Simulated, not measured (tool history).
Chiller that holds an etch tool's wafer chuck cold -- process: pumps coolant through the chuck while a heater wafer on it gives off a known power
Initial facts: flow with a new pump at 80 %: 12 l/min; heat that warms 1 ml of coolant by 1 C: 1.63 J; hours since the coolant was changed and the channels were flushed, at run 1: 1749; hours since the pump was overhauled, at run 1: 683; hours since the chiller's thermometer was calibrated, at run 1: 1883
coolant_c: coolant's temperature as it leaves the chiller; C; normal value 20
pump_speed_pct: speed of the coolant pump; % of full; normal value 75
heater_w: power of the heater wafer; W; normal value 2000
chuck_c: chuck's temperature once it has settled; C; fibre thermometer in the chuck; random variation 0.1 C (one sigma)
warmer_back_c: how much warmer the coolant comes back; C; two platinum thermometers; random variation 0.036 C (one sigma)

| run | hour | coolant_c | pump_speed_pct | heater_w | hours since the coolant was changed and the channels were flushed | hours since the pump was overhauled | hours since the chiller's thermometer was calibrated | chuck_c | warmer_back_c |
|---|---|---|---|---|---|---|---|---|---|
| 1 | 0.0 | 20 | 75 | 2000 | 1749 | 683 | 1883 | 43.3 | 6.60 |
| 2 | 80.4 | 20 | 67 | 2000 | 1830 | 763 | 1963 | 45.8 | 7.39 |
| 3 | 149.5 | 20 | 67 | 2000 | 1899 | 833 | 2032 | 46.0 | 7.47 |
| 4 | 239.2 | 20 | 67 | 2000 | 1989 | 922 | 2122 | 46.0 | 7.42 |
| 5 | 280.0 | 20 | 67 | 2000 | 2029 | 963 | 2163 | 46.1 | 7.38 |
| 6 | 370.3 | 20 | 75 | 1505 | 2120 | 1053 | 2253 | 37.9 | 5.00 |
| 7 | 464.6 | 20 | 75 | 1505 | 2214 | 1148 | 2347 | 38.0 | 5.00 |
| 8 | 540.6 | 20 | 75 | 1505 | 2290 | 1224 | 2423 | 38.1 | 5.11 |
| 9 | 630.1 | 20 | 75 | 1505 | 2379 | 1313 | 2513 | 37.9 | 4.97 |
| 10 | 671.0 | 20 | 75 | 1505 | 2420 | 1354 | 2554 | 38.4 | 5.00 |
| 11 | 740.0 | 20 | 75 | 2000 | 2489 | 1423 | 2623 | 44.3 | 6.67 |
| 12 | 782.3 | 20 | 86 | 2000 | 2532 | 1465 | 2665 | 41.7 | 5.81 |
| 13 | 828.0 | 20 | 75 | 2000 | 2577 | 1511 | 2711 | 44.5 | 6.61 |
| 14 | 907.2 | 20 | 75 | 2000 | 2657 | 1590 | 2790 | 44.7 | 6.67 |
| 15 | 993.5 | 14 | 75 | 2000 | 2743 | 1677 | 2876 | 38.5 | 6.64 |
| 16 | 1074.3 | 20 | 75 | 2000 | 2824 | 1757 | 2957 | 44.5 | 6.76 |
| 17 | 1130.7 | 20 | 75 | 2000 | 2880 | 1814 | 3013 | 44.9 | 6.70 |
| 18 | 1178.9 | 20 | 75 | 2000 | 2928 | 1862 | 3062 | 45.1 | 6.67 |
| 19 | 1255.7 | 22 | 75 | 1144 | 3005 | 1939 | 3138 | 36.2 | 3.88 |
|  | 1268.5 | coolant pump overhauled |
| 20 | 1319.2 | 16 | 75 | 1405 | 3064 | 51 | 3197 | 33.9 | 4.78 |
| 21 | 1401.1 | 20 | 75 | 1974 | 3146 | 133 | 3279 | 45.0 | 6.73 |
| 22 | 1468.2 | 17 | 75 | 1064 | 3213 | 200 | 3346 | 30.6 | 3.63 |
| 23 | 1509.4 | 17 | 75 | 1064 | 3254 | 241 | 3387 | 30.7 | 3.62 |
|  | 1551.5 | coolant pump overhauled, once more |
| 24 | 1593.3 | 17 | 75 | 1064 | 3333 | 42 | 3466 | 30.2 | 3.42 |
| 25 | 1676.9 | 29 | 84 | 2000 | 3416 | 125 | 3550 | 51.6 | 5.83 |
| 26 | 1769.4 | 15 | 84 | 1052 | 3509 | 218 | 3642 | 26.9 | 3.08 |
| 27 | 1825.8 | 15 | 84 | 1195 | 3565 | 274 | 3699 | 28.6 | 3.48 |
| 28 | 1899.2 | 17 | 74 | 1094 | 3639 | 348 | 3772 | 30.9 | 3.67 |
| 29 | 1955.6 | 25 | 73 | 1669 | 3695 | 404 | 3828 | 46.6 | 5.69 |
| 30 | 2053.8 | 25 | 73 | 1669 | 3793 | 502 | 3926 | 46.7 | 5.73 |
| 31 | 2140.4 | 11 | 86 | 2013 | 3880 | 589 | 4013 | 33.9 | 5.79 |

Run by run, hidden condition taken away, random variation retained:
Hidden state at play: heat passed by the chuck's channels, % of clean ones'; flow at a given pump speed, % of a new pump's; coolant's true temperature over the reading, C; drift of the gauge itself on chuck_c, C; drift of the gauge itself on warmer_back_c, C.
| run | chuck_c | warmer_back_c |
|---|---|---|
| 1 | 41.9 | 6.55 |
| 2 | 44.1 | 7.33 |
| 3 | 44.2 | 7.40 |
| 4 | 44.1 | 7.34 |
| 5 | 44.1 | 7.30 |
| 6 | 36.4 | 4.94 |
| 7 | 36.4 | 4.92 |
| 8 | 36.5 | 5.03 |
| 9 | 36.2 | 4.88 |
| 10 | 36.6 | 4.91 |
| 11 | 41.9 | 6.55 |
| 12 | 39.5 | 5.70 |
| 13 | 42.1 | 6.48 |
| 14 | 42.1 | 6.53 |
| 15 | 35.9 | 6.49 |
| 16 | 41.7 | 6.59 |
| 17 | 42.0 | 6.54 |
| 18 | 42.2 | 6.49 |
| 19 | 34.4 | 3.77 |
| 20 | 31.5 | 4.59 |
| 21 | 41.6 | 6.46 |
| 22 | 28.6 | 3.49 |
| 23 | 28.6 | 3.47 |
| 24 | 28.6 | 3.41 |
| 25 | 48.9 | 5.81 |
| 26 | 25.3 | 3.06 |
| 27 | 26.8 | 3.45 |
| 28 | 29.1 | 3.64 |
| 29 | 43.8 | 5.64 |
| 30 | 43.8 | 5.67 |
| 31 | 30.7 | 5.73 |
